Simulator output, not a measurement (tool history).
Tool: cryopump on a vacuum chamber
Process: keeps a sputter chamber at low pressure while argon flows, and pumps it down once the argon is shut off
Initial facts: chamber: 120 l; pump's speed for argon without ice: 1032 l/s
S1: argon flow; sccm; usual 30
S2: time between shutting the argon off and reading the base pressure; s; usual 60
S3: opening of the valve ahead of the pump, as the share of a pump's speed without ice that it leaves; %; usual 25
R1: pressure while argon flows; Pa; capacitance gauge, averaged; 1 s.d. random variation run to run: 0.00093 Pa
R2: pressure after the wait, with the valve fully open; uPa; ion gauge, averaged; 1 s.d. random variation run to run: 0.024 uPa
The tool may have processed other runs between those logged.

{"run": 1, "day": 0.0, "S1": 30, "S2": 60, "S3": 25, "R1": 0.2021, "R2": 5.2}
{"day": 0.458, "done": "leaking fittings of the chamber tightened, without venting"}
{"run": 2, "day": 2.338, "S1": 30, "S2": 60, "S3": 25, "R1": 0.2019, "R2": 1.02}
{"run": 3, "day": 6.062, "S1": 30, "S2": 60, "S3": 25, "R1": 0.2043, "R2": 1.18}
{"run": 4, "day": 8.408, "S1": 38, "S2": 60, "S3": 25, "R1": 0.2558, "R2": 1.2}
{"run": 5, "day": 10.2, "S1": 52, "S2": 60, "S3": 25, "R1": 0.3528, "R2": 1.34}
{"run": 6, "day": 14.154, "S1": 30, "S2": 60, "S3": 24, "R1": 0.2133, "R2": 1.33}
{"run": 7, "day": 16.467, "S1": 30, "S2": 60, "S3": 25, "R1": 0.2033, "R2": 1.39}
{"run": 8, "day": 19.204, "S1": 30, "S2": 60, "S3": 25, "R1": 0.2053, "R2": 1.49}
{"run": 9, "day": 23.292, "S1": 30, "S2": 60, "S3": 25, "R1": 0.2049, "R2": 1.64}
{"run": 10, "day": 25.971, "S1": 30, "S2": 60, "S3": 25, "R1": 0.2072, "R2": 1.7}
{"run": 11, "day": 29.046, "S1": 30, "S2": 60, "S3": 25, "R1": 0.2076, "R2": 1.73}
{"run": 12, "day": 30.958, "S1": 30, "S2": 60, "S3": 25, "R1": 0.2079, "R2": 1.83}
{"run": 13, "day": 34.2, "S1": 30, "S2": 117, "S3": 25, "R1": 0.2079, "R2": 1.54}
{"run": 14, "day": 36.854, "S1": 30, "S2": 117, "S3": 25, "R1": 0.2082, "R2": 1.68}
{"run": 15, "day": 40.083, "S1": 30, "S2": 117, "S3": 25, "R1": 0.2096, "R2": 1.76}
{"day": 41.671, "done": "pump warmed up, emptied and cooled again"}
{"run": 16, "day": 42.879, "S1": 30, "S2": 60, "S3": 25, "R1": 0.1994, "R2": 2}
{"run": 17, "day": 45.538, "S1": 30, "S2": 60, "S3": 16, "R1": 0.3092, "R2": 2.02}
{"run": 18, "day": 48.421, "S1": 37, "S2": 146, "S3": 22, "R1": 0.2786, "R2": 1.69}
{"run": 19, "day": 51.542, "S1": 30, "S2": 52, "S3": 25, "R1": 0.1997, "R2": 2.23}
{"run": 20, "day": 53.996, "S1": 30, "S2": 52, "S3": 25, "R1": 0.2005, "R2": 2.35}
{"run": 21, "day": 55.917, "S1": 20, "S2": 25, "S3": 16, "R1": 0.2084, "R2": 3.23}
{"run": 22, "day": 59.192, "S1": 30, "S2": 150, "S3": 27, "R1": 0.1877, "R2": 2.04}
{"run": 23, "day": 61.604, "S1": 30, "S2": 69, "S3": 17, "R1": 0.2922, "R2": 2.35}
{"run": 24, "day": 64.188, "S1": 30, "S2": 69, "S3": 17, "R1": 0.2931, "R2": 2.51}

Predict the results of run 25:
{"run": 25, "day": 67.179, "S1": 31, "S2": 69, "S3": 18, "R1": "?", "R2": "?"}

Run 25 produced R1 0.2881 Pa, R2 2.52 uPa.
Had the tool carried no hidden state, the very same run would have given R1 0.2819 Pa, R2 0.84 uPa.

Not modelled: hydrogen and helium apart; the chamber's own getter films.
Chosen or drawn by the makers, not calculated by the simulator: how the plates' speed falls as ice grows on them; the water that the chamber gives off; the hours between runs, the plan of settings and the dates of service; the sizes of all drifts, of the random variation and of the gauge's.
